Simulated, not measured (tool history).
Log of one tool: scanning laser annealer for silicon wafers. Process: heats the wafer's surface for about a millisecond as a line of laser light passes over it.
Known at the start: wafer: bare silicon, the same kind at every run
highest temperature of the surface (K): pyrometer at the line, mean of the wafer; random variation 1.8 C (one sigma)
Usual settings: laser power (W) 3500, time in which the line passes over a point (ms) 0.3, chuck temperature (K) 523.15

run   hour  laser power (W)  time in which the line passes over a point (ms)  chuck temperature (K)  highest temperature of the surface (K)
  1      0             3500                                              0.3                 523.15                                 1326.15
  2   45.8             3500                                              0.3                 523.15                                 1327.15
  3  131.4             3500                                              0.3                 523.15                                 1322.15
  4  209.7             3500                                              0.3                 523.15                                 1325.15
  5  295.4             3500                                              0.3                 523.15                                 1319.15
  6  334.7             3500                                            0.231                 523.15                                 1207.15
  7  420.3             3500                                            0.231                 523.15                                 1207.15
     457.8  -- window over the wafer cleaned
  8  515.5             3541                                              0.3                 504.15                                 1339.15
  9  590.5             3132                                            0.315                 518.15                                 1266.15
 10    658             3500                                            0.354                 517.15                                 1420.15
 11  713.1             3201                                            0.217                 524.15                                 1145.15
 12  779.1             3201                                            0.217                 524.15                                 1146.15
 13  823.2             3201                                            0.217                 524.15                                 1148.15
 14  878.3             3201                                            0.217                 524.15                                 1144.15

Forecast each of these 3 alternatives for the next run:
  A  920.3             3418                                            0.282                 524.15                                       ?
  B  920.3             3564                                              0.3                 523.15                                       ?
  C  920.3             2987                                              0.3                 523.15                                       ?

run  highest temperature of the surface (K)
  A                                 1296.15
  B                                 1358.15
  C                                 1215.15
Without the tool's hidden state the same runs would have given:
run  highest temperature of the surface (K)
  A                                 1307.15
  B                                 1369.15
  C                                 1224.15
